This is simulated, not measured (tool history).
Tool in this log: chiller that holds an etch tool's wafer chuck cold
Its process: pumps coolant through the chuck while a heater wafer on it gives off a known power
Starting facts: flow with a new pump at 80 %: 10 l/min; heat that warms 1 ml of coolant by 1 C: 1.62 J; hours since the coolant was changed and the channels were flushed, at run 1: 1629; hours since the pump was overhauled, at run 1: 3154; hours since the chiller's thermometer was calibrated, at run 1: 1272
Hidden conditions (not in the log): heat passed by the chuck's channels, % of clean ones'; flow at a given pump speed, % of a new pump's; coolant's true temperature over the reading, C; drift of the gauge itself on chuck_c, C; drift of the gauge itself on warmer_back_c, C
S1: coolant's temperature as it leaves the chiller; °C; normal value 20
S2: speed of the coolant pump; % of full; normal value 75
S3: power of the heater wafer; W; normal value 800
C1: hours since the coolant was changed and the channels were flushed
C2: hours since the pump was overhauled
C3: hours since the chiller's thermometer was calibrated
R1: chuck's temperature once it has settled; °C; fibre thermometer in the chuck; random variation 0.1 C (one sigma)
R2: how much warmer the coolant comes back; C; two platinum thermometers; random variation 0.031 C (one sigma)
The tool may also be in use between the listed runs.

Run 1, hour 0: usual settings; C1 1629; C2 3154; C3 1272. Result: R1 29.9 °C, R2 3.15 C.
Run 2, hour 83.1: usual settings; C1 1712; C2 3238; C3 1356. Result: R1 30.1 °C, R2 3.11 C.
Run 3, hour 177.4: usual settings; C1 1807; C2 3332; C3 1450. Result: R1 29.9 °C, R2 3.14 C.
Run 4, hour 244: usual settings; C1 1873; C2 3398; C3 1516. Result: R1 30 °C, R2 3.11 C.
Run 5, hour 365.2: usual settings; C1 1994; C2 3520; C3 1638. Result: R1 30 °C, R2 3.11 C.
Run 6, hour 476.4: usual settings but S2 91 % of full; C1 2106; C2 3631; C3 1749. Result: R1 28.7 °C, R2 2.43 C.
Run 7, hour 547.1: usual settings but S2 73 % of full; C1 2176; C2 3702; C3 1820. Result: R1 30 °C, R2 3.11 C.
Run 8, hour 672.4: usual settings; C1 2302; C2 3827; C3 1945. Result: R1 29.8 °C, R2 2.97 C.
Run 9, hour 748.7: usual settings but S2 88 % of full; C1 2378; C2 3903; C3 2021. Result: R1 28.9 °C, R2 2.41 C.
Run 10, hour 823.6: usual settings but S2 88 % of full; C1 2453; C2 3978; C3 2096. Result: R1 28.9 °C, R2 2.43 C.
Run 11, hour 889: usual settings but S2 70 % of full, S3 663 W; C1 2518; C2 4043; C3 2161. Result: R1 28.6 °C, R2 2.59 C.
Run 12, hour 1007.6: usual settings; C1 2637; C2 4162; C3 2280. Result: R1 30 °C, R2 2.94 C.
Run 13, hour 1071.3: usual settings but S1 27 °C, S3 412 W; C1 2700; C2 4226; C3 2344. Result: R1 32 °C, R2 1.32 C.
Run 14, hour 1170.3: usual settings but S1 27 °C, S3 1127 W; C1 2800; C2 4325; C3 2443. Result: R1 40.8 °C, R2 4.2 C.
Run 15, hour 1298.9: usual settings but S1 17 °C, S3 729 W; C1 2928; C2 4453; C3 2571. Result: R1 26.1 °C, R2 2.58 C.
Run 16, hour 1408.5: usual settings but S1 24 °C, S3 729 W; C1 3038; C2 4563; C3 2681. Result: R1 33.1 °C, R2 2.49 C.
Run 17, hour 1474.7: usual settings but S1 12 °C, S2 96 % of full; C1 3104; C2 4629; C3 2747. Result: R1 20.7 °C, R2 2.03 C.
Run 18, hour 1548.4: usual settings but S1 19 °C, S2 93 % of full; C1 3178; C2 4703; C3 2821. Result: R1 27.7 °C, R2 2.06 C.
Run 19, hour 1616.7: usual settings but S1 19 °C, S2 93 % of full; C1 3246; C2 4771; C3 2889. Result: R1 27.7 °C, R2 2.09 C.

Subtracting, for every run, the result it would have given without the tool's unlogged condition from the measured result gives the following. The same run-to-run variation enters both numbers; the gauge's scatter may not:
run     R2
  1  +0.01
  2  -0.01
  3  -0.04
  4  -0.06
  5  -0.09
  6  -0.12
  7  -0.14
  8  -0.17
  9   -0.2
 10  -0.22
 11  -0.23
 12  -0.27
 13  -0.28
 14   -0.3
 15  -0.34
 16  -0.37
 17  -0.39
 18  -0.41
 19  -0.43
R1: at most 0.1 °C away from the measurement, every run.
